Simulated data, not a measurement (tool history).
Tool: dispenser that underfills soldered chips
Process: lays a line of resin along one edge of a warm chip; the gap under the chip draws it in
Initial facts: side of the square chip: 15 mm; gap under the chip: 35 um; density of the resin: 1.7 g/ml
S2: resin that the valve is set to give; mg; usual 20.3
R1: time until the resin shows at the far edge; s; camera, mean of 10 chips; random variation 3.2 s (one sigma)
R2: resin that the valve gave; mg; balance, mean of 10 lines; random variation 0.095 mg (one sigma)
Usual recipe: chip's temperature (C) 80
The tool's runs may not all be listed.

Run 1, day 0: usual settings. Result: R1 509.5 s, R2 19.83 mg.
At day 0.271: new syringe of resin.
Run 2, day 0.408: usual settings but S2 23 mg. Result: R1 382.1 s, R2 22.44 mg.
At day 0.867: new syringe of resin.
Run 3, day 0.867: usual settings but chip's temperature (C) 79. Result: R1 331.7 s, R2 19.79 mg.
At day 1.458: new syringe of resin.
Run 4, day 1.488: usual settings. Result: R1 342.7 s, R2 19.51 mg.
Run 5, day 1.892: usual settings. Result: R1 564.6 s, R2 19.44 mg.
At day 2.062: new syringe of resin.
Run 6, day 2.229: usual settings. Result: R1 400.6 s, R2 19.44 mg.
At day 2.675: new syringe of resin.
Run 7, day 2.838: usual settings. Result: R1 400.5 s, R2 19.41 mg.
Run 8, day 3.129: usual settings but chip's temperature (C) 88. Result: R1 447.7 s, R2 19.22 mg.
At day 3.292: new syringe of resin.
Run 9, day 3.733: usual settings but chip's temperature (C) 88. Result: R1 434.7 s, R2 19.15 mg.
At day 3.912: new syringe of resin.
Run 10, day 4.075: usual settings but chip's temperature (C) 88. Result: R1 300.7 s, R2 19.15 mg.
At day 4.438: dispensing valve cleaned and set on the balance.
At day 4.562: new syringe of resin.
Run 11, day 4.733: usual settings. Result: R1 389.9 s, R2 20.26 mg.
Run 12, day 5.096: usual settings. Result: R1 636.6 s, R2 20.21 mg.
At day 5.171: new syringe of resin.
Run 13, day 5.629: usual settings. Result: R1 573.4 s, R2 20.13 mg.
At day 5.792: new syringe of resin.
Run 14, day 6.071: usual settings but S2 19.6 mg. Result: R1 466.3 s, R2 19.29 mg.
At day 6.408: new syringe of resin.
Run 15, day 6.6: usual settings but S2 19.6 mg. Result: R1 412 s, R2 19.21 mg.
Run 16, day 6.983: usual settings but chip's temperature (C) 71, S2 19.6 mg. Result: R1 931.4 s, R2 19.29 mg.
At day 7.038: new syringe of resin.
Run 17, day 7.396: usual settings. Result: R1 505.4 s, R2 19.88 mg.
At day 7.675: new syringe of resin.
Run 18, day 7.825: usual settings. Result: R1 391.8 s, R2 19.82 mg.
At day 8.275: new syringe of resin.
Run 19, day 8.408: usual settings but chip's temperature (C) 82, S2 19.8 mg. Result: R1 352.8 s, R2 19.34 mg.
Run 20, day 8.796: usual settings but chip's temperature (C) 68, S2 17.4 mg. Result: R1 1007.9 s, R2 16.72 mg.
At day 8.896: new syringe of resin.
Run 21, day 9.292: usual settings but chip's temperature (C) 73, S2 21.6 mg. Result: R1 675 s, R2 20.88 mg.
At day 9.529: new syringe of resin.
Run 22, day 9.933: usual settings but chip's temperature (C) 65, S2 26.2 mg. Result: R1 907.9 s, R2 24.95 mg.
At day 10.129: new syringe of resin.
Run 23, day 10.317: usual settings but chip's temperature (C) 72, S2 26.3 mg. Result: R1 514.8 s, R2 25.28 mg.
Run 24, day 10.596: usual settings but chip's temperature (C) 87, S2 19.8 mg. Result: R1 451.8 s, R2 19.09 mg.
At day 10.75: new syringe of resin.
Run 25, day 11.138: usual settings but chip's temperature (C) 93, S2 20.1 mg. Result: R1 337.8 s, R2 19.04 mg.
At day 11.388: new syringe of resin.
Run 26, day 11.567: usual settings but chip's temperature (C) 77, S2 17.7 mg. Result: R1 473.5 s, R2 16.84 mg.
Run 27, day 11.9: usual settings but chip's temperature (C) 77, S2 17.7 mg. Result: R1 715.1 s, R2 16.77 mg.

What does the tool deliver on the next run?
At day 12.008: new syringe of resin.
Run 28, day 12.479: usual settings but chip's temperature (C) 77, S2 17.7 mg. Result: R1 ?, R2 ?.

{"run 28": {"R1": 676.9, "R2": 16.85}}
With no hidden state in the tool, this same run would have given R1 374.5 s, R2 17.9 mg.
